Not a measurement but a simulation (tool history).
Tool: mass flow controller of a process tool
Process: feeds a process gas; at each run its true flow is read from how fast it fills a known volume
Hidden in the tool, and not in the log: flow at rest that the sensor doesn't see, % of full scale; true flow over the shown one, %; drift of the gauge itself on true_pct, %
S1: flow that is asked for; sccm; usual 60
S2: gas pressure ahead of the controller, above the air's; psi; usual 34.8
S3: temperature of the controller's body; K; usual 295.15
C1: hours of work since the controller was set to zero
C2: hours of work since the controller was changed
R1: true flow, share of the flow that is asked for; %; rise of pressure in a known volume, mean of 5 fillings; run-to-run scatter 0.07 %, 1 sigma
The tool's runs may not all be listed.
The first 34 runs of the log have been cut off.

run,hour,S1,S2,S3,C1,C2,R1
35,12599.9,60,28.9,295.15,3920,3920,99.19
36,12921.4,60,28.9,295.15,4147,4147,99.09
37,13318.3,110,28.3,295.15,4428,4428,99.09
38,13786.7,33,22.8,295.15,4759,4759,100.27
39,14176.2,111,30.3,303.15,5034,5034,98.47
40,14437.7,111,30.3,303.15,5219,5219,98.50
41,14754.7,111,30.3,303.15,5443,5443,98.59
42,15088.4,23,21.2,303.15,5679,5679,101.00
43,15501.4,23,21.2,303.15,5971,5971,101.23
44,15775.3,26,37.6,295.15,6165,6165,101.77

3 ways to go on from here, each from the tool as it stands after run 44. What would each give?
A,16290.9,128,34.8,295.15,6529,6529,?
B,16290.9,26,27.4,295.15,6529,6529,?
C,16290.9,60,23.4,295.15,6529,6529,?

run,R1
A,99.48
B,101.96
C,99.38
Without the tool's unlogged condition, the same runs would have read:
run,R1
A,99.47
B,98.08
C,98.25
